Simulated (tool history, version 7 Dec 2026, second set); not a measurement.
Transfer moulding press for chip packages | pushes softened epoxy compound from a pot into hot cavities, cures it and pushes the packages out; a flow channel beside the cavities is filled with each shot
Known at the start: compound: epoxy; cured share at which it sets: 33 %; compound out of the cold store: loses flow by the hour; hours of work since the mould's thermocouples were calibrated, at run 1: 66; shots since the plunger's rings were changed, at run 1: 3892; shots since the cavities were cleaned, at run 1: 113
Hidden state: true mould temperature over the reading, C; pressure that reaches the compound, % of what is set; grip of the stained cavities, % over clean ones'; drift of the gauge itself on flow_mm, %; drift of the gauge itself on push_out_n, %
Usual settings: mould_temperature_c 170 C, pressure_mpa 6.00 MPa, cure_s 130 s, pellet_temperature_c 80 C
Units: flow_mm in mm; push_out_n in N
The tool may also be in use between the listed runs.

run,hour,mould_temperature_c,pressure_mpa,cure_s,pellet_temperature_c,hours of work since the mould's thermocouples were calibrated,shots since the plunger's rings were changed,shots since the cavities were cleaned,incoming compound's hours out of the cold store,flow_mm,push_out_n
1,0.0,170,6.00,130,80,66,3892,113,20.8,538,581
2,45.7,170,6.00,130,80,102,4390,611,23.5,532,658
# hour 92.9: cavities cleaned with cleaning compound and waxed
3,134.1,170,5.85,130,80,170,5336,449,26.9,513,801
# hour 141.8: plunger's sealing rings changed
4,175.0,170,5.85,130,80,200,361,867,14.8,553,794
# hour 199.0: cavities cleaned with cleaning compound and waxed
5,223.8,170,5.85,130,80,236,876,270,25.0,530,591
6,297.1,170,6.30,130,80,294,1674,1068,31.0,534,722
# hour 302.6: cavities cleaned with cleaning compound and waxed, once more
7,365.4,170,6.00,130,84,346,2402,685,12.9,555,688
# hour 407.3: cavities cleaned with cleaning compound and waxed
8,447.5,170,6.06,130,80,409,3279,438,11.8,559,639
# hour 505.9: mould's thermocouples calibrated
# hour 513.8: cavities cleaned with cleaning compound and waxed
9,521.1,170,6.35,130,80,11,4042,80,40.6,511,544
10,557.1,170,6.00,147,80,39,4434,472,13.1,551,582
# hour 616.3: cavities cleaned with cleaning compound and waxed
11,634.5,170,6.00,130,80,98,5260,198,16.3,538,604
# hour 648.8: plunger's sealing rings changed
12,684.3,170,6.00,130,80,135,387,713,40.8,507,693
# hour 721.6: cavities cleaned with cleaning compound and waxed
13,748.6,170,6.00,130,80,184,1071,294,16.3,556,621
14,815.8,169,5.89,163,80,236,1802,1025,33.1,515,650
# hour 825.3: cavities cleaned with cleaning compound and waxed
15,898.2,168,6.96,163,80,299,2684,794,26.2,575,635
# hour 932.9: cavities cleaned with cleaning compound and waxed
16,974.8,171,5.03,117,74,358,3501,456,21.4,487,701
# hour 1034.2: cavities cleaned with cleaning compound and waxed
17,1044.5,171,6.00,124,86,411,4243,112,26.5,519,560
18,1092.0,171,6.00,124,86,448,4761,630,9.9,552,665
# hour 1098.3: mould's thermocouples calibrated
# hour 1138.7: cavities cleaned with cleaning compound and waxed
# hour 1152.7: plunger's sealing rings changed
19,1168.9,171,6.00,124,86,52,176,301,39.2,508,588
20,1215.8,177,4.74,113,82,89,687,812,43.7,433,636
# hour 1243.0: cavities cleaned with cleaning compound and waxed
21,1303.4,175,6.00,121,80,156,1624,657,30.8,510,613
# hour 1344.4: cavities cleaned with cleaning compound and waxed
22,1358.3,175,6.00,121,80,197,2205,151,30.9,509,537
23,1425.9,175,6.00,121,80,250,2942,888,12.2,543,626
# hour 1446.1: cavities cleaned with cleaning compound and waxed
24,1508.8,177,5.32,139,74,314,3828,682,35.9,462,569
# hour 1550.5: cavities cleaned with cleaning compound and waxed
25,1573.0,167,5.09,135,76,363,4511,246,22.4,494,663
26,1635.4,170,5.74,118,72,411,5190,925,40.3,480,776

Hidden state at the last listed run before each entry between runs and at the first one after, where it differs:
Between runs 2 and 3: cavities cleaned with cleaning compound and waxed (hour 92.9)
  true mould temperature over the reading, C: 0.34 -> 0.49; pressure that reaches the compound, % of what is set: 94.72 -> 93.5; grip of the stained cavities, % over clean ones': 28.3 -> 57.6
  measured less the result without the state, flow_mm: -15 -> -18 mm; push_out_n: +138 -> +284 N
Between runs 3 and 4: plunger's sealing rings changed (hour 141.8)
  true mould temperature over the reading, C: 0.49 -> 0.55; pressure that reaches the compound, % of what is set: 93.5 -> 99.23; grip of the stained cavities, % over clean ones': 57.6 -> 55.1
  measured less the result without the state, flow_mm: -18 -> -4 mm; push_out_n: +284 -> +272 N
Between runs 4 and 5: cavities cleaned with cleaning compound and waxed (hour 199.0)
  true mould temperature over the reading, C: 0.55 -> 0.62; pressure that reaches the compound, % of what is set: 99.23 -> 98.65; grip of the stained cavities, % over clean ones': 55.1 -> 16.9
  measured less the result without the state, flow_mm: -4 -> -5 mm; push_out_n: +272 -> +73 N
Between runs 6 and 7: cavities cleaned with cleaning compound and waxed, once more (hour 302.6)
  true mould temperature over the reading, C: 0.75 -> 0.86; pressure that reaches the compound, % of what is set: 97.7 -> 96.8; grip of the stained cavities, % over clean ones': 38.7 -> 30.9
  measured less the result without the state, flow_mm: -8 -> -12 mm; push_out_n: +187 -> +143 N
Between runs 7 and 8: cavities cleaned with cleaning compound and waxed (hour 407.3)
  true mould temperature over the reading, C: 0.86 -> 1.01; pressure that reaches the compound, % of what is set: 96.8 -> 95.65; grip of the stained cavities, % over clean ones': 30.9 -> 23.6
  measured less the result without the state, flow_mm: -12 -> -15 mm; push_out_n: +143 -> +99 N
Between runs 8 and 9: mould's thermocouples calibrated (hour 505.9); cavities cleaned with cleaning compound and waxed (hour 513.8)
  true mould temperature over the reading, C: 1.01 -> -0.16; pressure that reaches the compound, % of what is set: 95.65 -> 94.66; grip of the stained cavities, % over clean ones': 23.6 -> 5.7
  measured less the result without the state, flow_mm: -15 -> -13 mm; push_out_n: +99 -> +32 N
Between runs 10 and 11: cavities cleaned with cleaning compound and waxed (hour 616.3)
  true mould temperature over the reading, C: -0.1 -> 0.02; pressure that reaches the compound, % of what is set: 94.12 -> 93.06; grip of the stained cavities, % over clean ones': 24 -> 12
  measured less the result without the state, flow_mm: -17 -> -20 mm; push_out_n: +114 -> +64 N
Between runs 11 and 12: plunger's sealing rings changed (hour 648.8)
  true mould temperature over the reading, C: 0.02 -> 0.1; pressure that reaches the compound, % of what is set: 93.06 -> 99.4; grip of the stained cavities, % over clean ones': 12 -> 32.2
  measured less the result without the state, flow_mm: -20 -> -2 mm; push_out_n: +64 -> +167 N
Between runs 12 and 13: cavities cleaned with cleaning compound and waxed (hour 721.6)
  true mould temperature over the reading, C: 0.1 -> 0.21; pressure that reaches the compound, % of what is set: 99.4 -> 98.59; grip of the stained cavities, % over clean ones': 32.2 -> 17
  measured less the result without the state, flow_mm: -2 -> -4 mm; push_out_n: +167 -> +85 N
Between runs 14 and 15: cavities cleaned with cleaning compound and waxed (hour 825.3)
  true mould temperature over the reading, C: 0.32 -> 0.44; pressure that reaches the compound, % of what is set: 97.59 -> 96.43; grip of the stained cavities, % over clean ones': 37.6 -> 34.8
  measured less the result without the state, flow_mm: -7 -> -12 mm; push_out_n: +174 -> +160 N
Between runs 15 and 16: cavities cleaned with cleaning compound and waxed (hour 932.9)
  true mould temperature over the reading, C: 0.44 -> 0.57; pressure that reaches the compound, % of what is set: 96.43 -> 95.46; grip of the stained cavities, % over clean ones': 34.8 -> 21.5
  measured less the result without the state, flow_mm: -12 -> -13 mm; push_out_n: +160 -> +106 N
Between runs 16 and 17: cavities cleaned with cleaning compound and waxed (hour 1034.2)
  true mould temperature over the reading, C: 0.57 -> 0.7; pressure that reaches the compound, % of what is set: 95.46 -> 94.54; grip of the stained cavities, % over clean ones': 21.5 -> 8.8
  measured less the result without the state, flow_mm: -13 -> -17 mm; push_out_n: +106 -> +31 N
Between runs 18 and 19: mould's thermocouples calibrated (hour 1098.3); cavities cleaned with cleaning compound and waxed (hour 1138.7); plunger's sealing rings changed (hour 1152.7)
  true mould temperature over the reading, C: 0.77 -> 0.09; pressure that reaches the compound, % of what is set: 93.86 -> 99.43; grip of the stained cavities, % over clean ones': 28.9 -> 16.9
  measured less the result without the state, flow_mm: -20 -> -2 mm; push_out_n: +132 -> +84 N
Between runs 20 and 21: cavities cleaned with cleaning compound and waxed (hour 1243.0)
  true mould temperature over the reading, C: 0.17 -> 0.31; pressure that reaches the compound, % of what is set: 98.82 -> 97.69; grip of the stained cavities, % over clean ones': 33.8 -> 29.2
  measured less the result without the state, flow_mm: -3 -> -6 mm; push_out_n: +160 -> +136 N
Between runs 21 and 22: cavities cleaned with cleaning compound and waxed (hour 1344.4)
  true mould temperature over the reading, C: 0.31 -> 0.4; pressure that reaches the compound, % of what is set: 97.69 -> 97; grip of the stained cavities, % over clean ones': 29.2 -> 9.9
  measured less the result without the state, flow_mm: -6 -> -9 mm; push_out_n: +136 -> +44 N
Between runs 23 and 24: cavities cleaned with cleaning compound and waxed (hour 1446.1)
  true mould temperature over the reading, C: 0.51 -> 0.65; pressure that reaches the compound, % of what is set: 96.01 -> 94.86; grip of the stained cavities, % over clean ones': 34 -> 30.1
  measured less the result without the state, flow_mm: -13 -> -13 mm; push_out_n: +153 -> +131 N
Between runs 24 and 25: cavities cleaned with cleaning compound and waxed (hour 1550.5)
  true mould temperature over the reading, C: 0.65 -> 0.74; pressure that reaches the compound, % of what is set: 94.86 -> 94; grip of the stained cavities, % over clean ones': 30.1 -> 13.9
  measured less the result without the state, flow_mm: -13 -> -17 mm; push_out_n: +131 -> +56 N
